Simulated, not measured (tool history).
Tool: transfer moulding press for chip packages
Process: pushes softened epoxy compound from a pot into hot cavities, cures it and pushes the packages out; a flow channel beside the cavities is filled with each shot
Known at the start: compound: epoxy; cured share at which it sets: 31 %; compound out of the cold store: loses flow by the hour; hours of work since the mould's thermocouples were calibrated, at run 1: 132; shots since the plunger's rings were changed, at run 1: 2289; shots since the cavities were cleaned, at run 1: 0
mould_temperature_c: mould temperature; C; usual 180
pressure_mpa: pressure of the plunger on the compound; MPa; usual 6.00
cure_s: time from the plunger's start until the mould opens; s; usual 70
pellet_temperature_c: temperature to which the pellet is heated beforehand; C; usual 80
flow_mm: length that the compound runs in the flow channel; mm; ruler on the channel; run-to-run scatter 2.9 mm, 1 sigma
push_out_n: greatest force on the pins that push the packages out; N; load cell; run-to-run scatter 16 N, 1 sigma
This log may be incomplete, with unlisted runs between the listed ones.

run,hour,mould_temperature_c,pressure_mpa,cure_s,pellet_temperature_c,hours of work since the mould's thermocouples were calibrated,shots since the plunger's rings were changed,shots since the cavities were cleaned,incoming compound's hours out of the cold store,flow_mm,push_out_n
1,0.0,180,6.00,70,80,132,2289,0,40.1,532,780
2,7.4,180,6.00,70,80,137,2399,110,31.8,547,893
3,13.4,180,6.00,70,80,141,2489,200,36.2,541,973
4,22.4,180,6.00,70,80,147,2624,335,13.5,585,1158
5,28.4,180,6.00,70,83,152,2713,424,37.7,537,1066
6,36.6,180,6.00,58,80,157,2834,545,22.7,557,1983
7,41.6,180,6.00,58,80,161,2910,621,15.4,573,2096
# hour 46.0: cavities cleaned with cleaning compound and waxed
8,47.8,180,6.00,58,80,164,2979,26,10.9,582,2523
9,57.3,180,6.00,58,80,171,3121,168,10.3,585,2508
10,65.5,180,6.00,70,89,177,3244,291,44.2,518,1343
11,69.7,180,6.00,70,89,180,3306,353,43.3,516,1344
12,75.4,180,6.00,70,80,184,3390,437,40.0,521,1387
# hour 79.0: cavities cleaned with cleaning compound and waxed, once more
13,83.1,180,6.00,70,80,188,3483,62,39.7,519,840
14,92.6,180,6.00,70,80,195,3625,204,25.1,551,997
15,99.9,180,6.15,62,79,200,3733,312,27.8,549,1459
16,106.5,180,6.15,62,79,205,3831,410,27.5,547,1579
17,112.0,185,6.00,70,70,208,3914,493,23.7,536,890
18,118.4,185,6.00,61,70,213,4009,588,22.3,535,1333
# hour 124.9: cavities cleaned with cleaning compound and waxed
19,124.9,185,6.00,61,70,216,4084,0,40.5,507,809
20,129.0,185,7.40,85,70,219,4145,61,39.6,565,512
21,133.9,180,6.00,70,80,223,4218,134,37.0,524,893
22,143.4,180,6.00,70,80,229,4359,275,20.2,554,1068
23,151.4,180,6.00,70,80,235,4478,394,38.5,514,1055
24,159.6,175,6.70,70,84,241,4601,517,20.9,596,1611
25,166.6,175,6.70,63,84,246,4706,622,47.4,537,2031
# hour 171.4: cavities cleaned with cleaning compound and waxed
26,176.2,175,6.70,63,84,251,4826,71,19.3,589,1665
27,183.4,180,5.99,70,86,257,4933,178,28.1,535,931
28,189.6,177,6.00,70,80,261,5025,270,40.2,516,1199

4 options for the next run, each taken on its own from the tool as it stands now. Forecast them:
# hour 195.2: plunger's sealing rings changed
A,199.3,177,6.00,101,80,266,62,378,28.9,?,?
# hour 195.2: plunger's sealing rings changed
B,199.3,178,6.00,57,73,266,62,378,32.2,?,?
# hour 195.2: plunger's sealing rings changed
C,199.3,177,6.00,70,80,266,62,378,40.9,?,?
# hour 195.2: plunger's sealing rings changed
D,199.3,180,7.13,70,80,266,62,378,25.6,?,?

run,flow_mm,push_out_n
A,575,662
B,561,2070
C,551,1282
D,625,1114
Had the tool no hidden state, the same runs would have come out as:
run,flow_mm,push_out_n
A,578,483
B,564,1531
C,554,961
D,629,837
